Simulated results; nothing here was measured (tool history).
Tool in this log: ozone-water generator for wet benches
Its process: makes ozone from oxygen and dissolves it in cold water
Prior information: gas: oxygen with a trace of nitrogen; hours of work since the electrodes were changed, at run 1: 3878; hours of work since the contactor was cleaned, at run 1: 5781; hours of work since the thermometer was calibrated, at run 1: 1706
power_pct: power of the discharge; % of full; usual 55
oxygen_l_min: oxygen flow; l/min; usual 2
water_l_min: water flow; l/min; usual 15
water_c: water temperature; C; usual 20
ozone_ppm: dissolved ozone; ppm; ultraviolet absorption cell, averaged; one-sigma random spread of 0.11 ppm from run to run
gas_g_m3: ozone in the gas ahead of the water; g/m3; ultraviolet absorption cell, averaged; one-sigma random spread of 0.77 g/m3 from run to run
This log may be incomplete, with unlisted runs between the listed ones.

run    hour  power_pct  oxygen_l_min  water_l_min  water_c  hours of work since the electrodes were changed  hours of work since the contactor was cleaned  hours of work since the thermometer was calibrated  ozone_ppm  gas_g_m3
  1       0         55             2           15       20                                             3878                                           5781                                                1706        5.9     105.1
  2    83.7         52             2           15       20                                             3931                                           5835                                                1759        5.5     101.5
  3   196.3         52             2           15       20                                             4003                                           5907                                                1831        5.7     100.4
  4   287.6         55             2           15       20                                             4062                                           5965                                                1890        5.8     105.4
  5   412.8         61             2           15       20                                             4142                                           6046                                                1970        6.1     112.5
  6   597.6         55             2           15       20                                             4260                                           6164                                                2088        5.5     103.6
  7   778.6         55             2           15       20                                             4376                                           6280                                                2204        5.6     103.5
  8   960.4         55             2           15       20                                             4493                                           6396                                                2321        5.4     104.1
  9    1083         55           1.6           15       20                                             4571                                           6475                                                2399        5.3     112.1
 10  1233.1         55          2.04           15       23                                             4668                                           6571                                                2496        5.6     102.2
     1244.8  -- water thermometer calibrated
 11  1420.5         55             2           10       19                                             4787                                           6691                                                 113        8.2     103.1
 12  1576.6         55             2           10       19                                             4887                                           6791                                                 213        8.4     101.7
     1639.7  -- water thermometer calibrated, once more
 13  1698.6         73             2           10       19                                             4965                                           6869                                                  38       10.2     123.7
 14  1859.3         73             2           10       19                                             5068                                           6972                                                 141       10.2     122.1
 15  2017.4         65          2.24           17       21                                             5169                                           7073                                                 242        5.5     109.9

For some of the steps in ozone_ppm from one run to the next: how much would appear even if the tool had no hidden state, given the settings, what came in and random variation, and how much remains for the hidden state plus any gauge scatter that the measured result and the result without hidden state don't share?
What the log doesn't record here: yield of the discharge, % of new electrodes'; contactor's efficiency, % of a clean one's; true water temperature over the reading, C; drift of the gauge itself on ozone_ppm, %; drift of the gauge itself on gas_g_m3, %.
Run 14 -> 15: power_pct 73 -> 65, oxygen_l_min 2 -> 2.24, water_l_min 10 -> 17, water_c 19 -> 21. ozone_ppm -4.7 ppm: hidden state +1.3, all else -6.

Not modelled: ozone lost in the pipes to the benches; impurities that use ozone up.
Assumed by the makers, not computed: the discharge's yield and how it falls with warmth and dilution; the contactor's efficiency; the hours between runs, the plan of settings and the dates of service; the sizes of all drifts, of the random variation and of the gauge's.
